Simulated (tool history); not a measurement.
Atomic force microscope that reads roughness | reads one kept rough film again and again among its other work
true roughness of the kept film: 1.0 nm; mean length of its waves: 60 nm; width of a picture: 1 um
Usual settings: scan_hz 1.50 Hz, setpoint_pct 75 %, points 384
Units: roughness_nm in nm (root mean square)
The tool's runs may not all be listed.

| run | hour | scan_hz | setpoint_pct | points | roughness_nm |
|---|---|---|---|---|---|
| 1 | 0.0 | 1.50 | 75 | 384 | 0.962 |
| 2 | 17.3 | 1.50 | 75 | 384 | 0.963 |
| 3 | 38.4 | 1.50 | 75 | 384 | 0.961 |
|  | 63.9 | new tip fitted |
| 4 | 75.0 | 1.50 | 75 | 384 | 0.961 |
| 5 | 99.4 | 1.50 | 82 | 384 | 0.949 |
|  | 129.3 | new tip fitted |
| 6 | 130.3 | 1.50 | 82 | 384 | 0.950 |
| 7 | 150.8 | 1.50 | 75 | 384 | 0.960 |
| 8 | 170.6 | 1.50 | 75 | 384 | 0.963 |
|  | 195.2 | new tip fitted |
| 9 | 204.9 | 1.50 | 75 | 384 | 0.962 |
| 10 | 231.2 | 0.67 | 75 | 384 | 0.977 |
|  | 259.6 | new tip fitted |
| 11 | 266.0 | 0.67 | 75 | 384 | 0.980 |
| 12 | 290.9 | 2.12 | 75 | 384 | 0.951 |
| 13 | 317.8 | 2.12 | 75 | 384 | 0.950 |
|  | 325.1 | new tip fitted |
| 14 | 335.4 | 2.12 | 75 | 384 | 0.952 |
| 15 | 366.7 | 2.12 | 75 | 384 | 0.949 |
|  | 389.0 | new tip fitted |
| 16 | 391.5 | 1.50 | 75 | 384 | 0.962 |
| 17 | 423.6 | 0.99 | 75 | 384 | 0.972 |
| 18 | 448.4 | 0.99 | 75 | 384 | 0.972 |
|  | 453.2 | new tip fitted |
| 19 | 482.6 | 0.99 | 75 | 384 | 0.972 |
| 20 | 507.4 | 0.99 | 75 | 384 | 0.974 |
|  | 517.4 | new tip fitted |
| 21 | 537.5 | 1.50 | 75 | 367 | 0.961 |
| 22 | 567.6 | 1.50 | 75 | 367 | 0.960 |
|  | 580.0 | new tip fitted |
| 23 | 596.0 | 1.50 | 75 | 367 | 0.961 |
| 24 | 622.3 | 1.50 | 70 | 384 | 0.970 |
|  | 644.5 | new tip fitted |
| 25 | 656.0 | 1.50 | 70 | 384 | 0.969 |
| 26 | 693.9 | 1.50 | 70 | 384 | 0.969 |
|  | 709.5 | new tip fitted |
| 27 | 713.3 | 2.19 | 66 | 274 | 0.966 |
| 28 | 736.5 | 2.19 | 66 | 274 | 0.965 |
| 29 | 770.4 | 2.19 | 66 | 371 | 0.966 |
|  | 773.8 | new tip fitted |
| 30 | 807.6 | 2.19 | 66 | 371 | 0.965 |
| 31 | 824.6 | 2.19 | 66 | 371 | 0.966 |
|  | 836.3 | new tip fitted |
| 32 | 847.7 | 1.58 | 68 | 515 | 0.972 |

Forecast run 33:
| 33 | 864.6 | 1.58 | 68 | 515 | ? |

{"run 33": {"roughness_nm": 0.971}}
Without the tool's hidden state the same run would have given roughness_nm 0.971 nm (root mean square).
